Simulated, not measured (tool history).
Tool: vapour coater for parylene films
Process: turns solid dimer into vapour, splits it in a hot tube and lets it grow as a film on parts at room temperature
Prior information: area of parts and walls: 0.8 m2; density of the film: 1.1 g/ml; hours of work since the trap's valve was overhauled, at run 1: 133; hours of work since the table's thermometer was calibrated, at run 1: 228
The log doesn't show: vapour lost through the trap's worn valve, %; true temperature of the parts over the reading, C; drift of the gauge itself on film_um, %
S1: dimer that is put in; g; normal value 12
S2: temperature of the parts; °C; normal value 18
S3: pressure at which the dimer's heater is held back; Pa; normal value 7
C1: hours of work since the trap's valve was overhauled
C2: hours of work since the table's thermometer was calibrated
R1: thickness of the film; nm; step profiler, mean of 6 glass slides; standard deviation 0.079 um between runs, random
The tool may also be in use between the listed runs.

| run | hour | S1 | S2 | S3 | C1 | C2 | R1 |
|---|---|---|---|---|---|---|---|
| 1 | 0 | 12 | 18 | 7 | 133 | 228 | 9150 |
| 2 | 12.6 | 16 | 18 | 7 | 139 | 233 | 12200 |
| 3 | 40.7 | 16 | 18 | 7 | 151 | 245 | 11990 |
| 4 | 54.3 | 12 | 18 | 7 | 157 | 251 | 9050 |
| 5 | 75.6 | 12 | 18 | 7 | 166 | 260 | 9020 |
| 6 | 90.9 | 12 | 18 | 7 | 173 | 267 | 9030 |
| 7 | 105.7 | 12 | 18 | 7 | 179 | 274 | 8810 |
| 8 | 122.3 | 12 | 18 | 7 | 186 | 281 | 8870 |
| 9 | 153.2 | 12 | 16 | 3.58 | 200 | 294 | 10630 |
| 10 | 173.8 | 15 | 16 | 3.58 | 209 | 303 | 13210 |

Predict the results of run 11:
|  | 198.4 | trap's valve overhauled |
| 11 | 204.2 | 9 | 11 | 3.46 | 3 | 315 | ? |

{"run 11": {"R1": 9990}}
With no hidden state in the tool, this same run would have given R1 10020 nm.

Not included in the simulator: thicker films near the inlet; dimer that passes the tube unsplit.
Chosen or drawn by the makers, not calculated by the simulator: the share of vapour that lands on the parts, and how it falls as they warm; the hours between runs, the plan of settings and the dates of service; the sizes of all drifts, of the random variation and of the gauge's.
